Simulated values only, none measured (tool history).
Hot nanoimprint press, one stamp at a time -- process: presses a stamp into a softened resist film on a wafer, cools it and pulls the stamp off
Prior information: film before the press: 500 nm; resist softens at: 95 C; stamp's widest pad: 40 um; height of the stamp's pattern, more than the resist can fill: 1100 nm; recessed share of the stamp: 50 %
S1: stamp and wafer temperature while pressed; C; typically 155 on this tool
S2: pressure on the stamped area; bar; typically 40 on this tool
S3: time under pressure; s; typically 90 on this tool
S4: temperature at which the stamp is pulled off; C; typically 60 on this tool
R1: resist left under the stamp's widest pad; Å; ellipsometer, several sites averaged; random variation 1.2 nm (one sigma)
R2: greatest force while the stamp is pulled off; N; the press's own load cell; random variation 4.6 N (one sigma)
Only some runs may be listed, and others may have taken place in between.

| run | hour | S1 | S2 | S3 | S4 | R1 | R2 |
|---|---|---|---|---|---|---|---|
| 1 | 0 | 155 | 40 | 90 | 60 | 1809 | 217 |
| 2 | 31.2 | 155 | 40 | 90 | 60 | 1816 | 225 |
| 3 | 66.9 | 155 | 40 | 90 | 60 | 1818 | 227 |
| 4 | 89.2 | 155 | 40 | 90 | 60 | 1827 | 233 |
| 5 | 138.3 | 155 | 40 | 90 | 60 | 1813 | 233 |
| 6 | 172.2 | 155 | 40 | 90 | 60 | 1820 | 240 |
| 7 | 218 | 155 | 40 | 90 | 60 | 1798 | 243 |
| 8 | 254.3 | 155 | 40 | 90 | 60 | 1798 | 247 |
| 9 | 277.9 | 155 | 49.7 | 90 | 60 | 1651 | 243 |
|  | 295.7 | plate thermocouple calibrated |
| 10 | 319.5 | 155 | 40 | 90 | 52 | 1927 | 278 |
| 11 | 365 | 155 | 40 | 90 | 52 | 1909 | 297 |
| 12 | 411.9 | 155 | 40 | 91 | 52 | 1901 | 294 |
| 13 | 455.9 | 155 | 26.4 | 91 | 52 | 2263 | 296 |
|  | 473.1 | stamp cleaned and given a new release coat |
| 14 | 502.9 | 155 | 63.4 | 91 | 50 | 1554 | 246 |
| 15 | 538.7 | 155 | 52.9 | 90 | 53 | 1679 | 259 |
| 16 | 579.8 | 155 | 52.9 | 90 | 53 | 1660 | 256 |
| 17 | 628.4 | 155 | 52.9 | 90 | 53 | 1668 | 253 |
| 18 | 679.3 | 155 | 52.9 | 151 | 48 | 1336 | 276 |
| 19 | 711.1 | 155 | 40 | 90 | 60 | 1867 | 246 |
| 20 | 747.4 | 166 | 32.2 | 90 | 60 | 1142 | 254 |
| 21 | 769.8 | 155 | 47.3 | 90 | 60 | 1747 | 247 |
| 22 | 815.5 | 153 | 47.3 | 50 | 58 | 2425 | 270 |
| 23 | 865 | 143 | 30.4 | 62 | 60 | 3948 | 263 |
| 24 | 903.6 | 143 | 30.4 | 62 | 47 | 3933 | 295 |

Run 25 comes next. What will it give?
|  | 958.4 | stamp cleaned and given a new release coat |
| 25 | 958.4 | 143 | 30.4 | 62 | 47 | ? | ? |

{"run 25": {"R1": 3942, "R2": 259}}
With no hidden state in the tool, this same run would have given R1 4002 Å, R2 262 N.
